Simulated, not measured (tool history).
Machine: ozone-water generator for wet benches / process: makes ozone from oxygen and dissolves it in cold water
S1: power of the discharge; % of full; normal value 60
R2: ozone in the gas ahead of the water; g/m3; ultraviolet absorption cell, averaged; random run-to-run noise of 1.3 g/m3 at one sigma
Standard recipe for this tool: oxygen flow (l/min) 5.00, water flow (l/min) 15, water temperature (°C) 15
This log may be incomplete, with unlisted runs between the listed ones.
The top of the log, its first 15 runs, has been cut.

Run 16, hour 2646.2: usual settings but S1 47 % of full, oxygen flow (l/min) 3.19. Result: dissolved ozone (ppm) 21.9, R2 233.6 g/m3.
At hour 2775.9: contactor cleaned.
Run 17, hour 2813.8: usual settings but S1 94 % of full, oxygen flow (l/min) 7.42, water flow (l/min) 11, water temperature (°C) 8. Result: dissolved ozone (ppm) 47.6, R2 230.6 g/m3.
Run 18, hour 2960.1: usual settings but S1 94 % of full, oxygen flow (l/min) 4.29, water flow (l/min) 10, water temperature (°C) 19. Result: dissolved ozone (ppm) 42.1, R2 295.5 g/m3.
Run 19, hour 3180.5: usual settings but water temperature (°C) 9. Result: dissolved ozone (ppm) 29.1, R2 216.3 g/m3.
Run 20, hour 3315.9: usual settings but S1 81 % of full, oxygen flow (l/min) 3.56, water temperature (°C) 19. Result: dissolved ozone (ppm) 27.9, R2 292.8 g/m3.
Run 21, hour 3457.8: usual settings but S1 81 % of full, oxygen flow (l/min) 3.56, water temperature (°C) 19. Result: dissolved ozone (ppm) 28.3, R2 291.0 g/m3.
Run 22, hour 3632.2: usual settings but oxygen flow (l/min) 6.30, water temperature (°C) 22. Result: dissolved ozone (ppm) 23.5, R2 194.1 g/m3.
Run 23, hour 3761.5: usual settings but oxygen flow (l/min) 6.30, water temperature (°C) 22. Result: dissolved ozone (ppm) 22.9, R2 192.4 g/m3.
Run 24, hour 3857.3: usual settings but S1 57 % of full. Result: dissolved ozone (ppm) 25.6, R2 208.4 g/m3.
At hour 3947.9: water thermometer calibrated.
Run 25, hour 4002.7: usual settings but S1 57 % of full. Result: dissolved ozone (ppm) 25.1, R2 210.3 g/m3.
Run 26, hour 4206.3: usual settings but S1 41 % of full, oxygen flow (l/min) 7.91, water flow (l/min) 22. Result: dissolved ozone (ppm) 15.8, R2 142.2 g/m3.
Run 27, hour 4351.9: usual settings but S1 100 % of full, oxygen flow (l/min) 2.54, water flow (l/min) 22. Result: dissolved ozone (ppm) 20.2, R2 377.2 g/m3.
Run 28, hour 4561.3: usual settings but S1 99 % of full, oxygen flow (l/min) 2.58, water flow (l/min) 22, water temperature (°C) 11. Result: dissolved ozone (ppm) 20.7, R2 367.3 g/m3.
Run 29, hour 4750.3: usual settings but S1 99 % of full, oxygen flow (l/min) 2.58, water flow (l/min) 22, water temperature (°C) 11. Result: dissolved ozone (ppm) 20.3, R2 365.3 g/m3.
Run 30, hour 4842.2: usual settings but S1 93 % of full, oxygen flow (l/min) 6.50, water flow (l/min) 22, water temperature (°C) 11. Result: dissolved ozone (ppm) 24.6, R2 234.5 g/m3.
Run 31, hour 5001.5: usual settings but water flow (l/min) 16, water temperature (°C) 11. Result: dissolved ozone (ppm) 25.5, R2 212.8 g/m3.
Run 32, hour 5169.8: usual settings but water flow (l/min) 16, water temperature (°C) 11. Result: dissolved ozone (ppm) 25.3, R2 211.0 g/m3.

Predict each of these 5 candidate next runs independently; none follows another, all start after run 32:
Run A, hour 5350.5: usual settings but water flow (l/min) 10, water temperature (°C) 19. Result: dissolved ozone (ppm) ?, R2 ?.
Run B, hour 5350.5: usual settings but S1 99 % of full, water flow (l/min) 22, water temperature (°C) 14. Result: dissolved ozone (ppm) ?, R2 ?.
Run C, hour 5350.5: usual settings but oxygen flow (l/min) 3.83, water flow (l/min) 16, water temperature (°C) 11. Result: dissolved ozone (ppm) ?, R2 ?.
Run D, hour 5350.5: usual settings but S1 88 % of full, oxygen flow (l/min) 8.50, water temperature (°C) 22. Result: dissolved ozone (ppm) ?, R2 ?.
Run E, hour 5350.5: usual settings but S1 54 % of full, oxygen flow (l/min) 2.52, water flow (l/min) 16. Result: dissolved ozone (ppm) ?, R2 ?.

run  dissolved ozone (ppm)     R2
  A                   31.9  208.5
  B                   23.0  265.3
  C                   24.6  239.9
  D                   26.2  199.1
  E                   20.4  269.9
Without the tool's unlogged condition, the same runs would have read:
run  dissolved ozone (ppm)     R2
  A                   37.3  239.7
  B                   28.2  317.9
  C                   28.8  275.7
  D                   31.7  236.2
  E                   23.8  307.6

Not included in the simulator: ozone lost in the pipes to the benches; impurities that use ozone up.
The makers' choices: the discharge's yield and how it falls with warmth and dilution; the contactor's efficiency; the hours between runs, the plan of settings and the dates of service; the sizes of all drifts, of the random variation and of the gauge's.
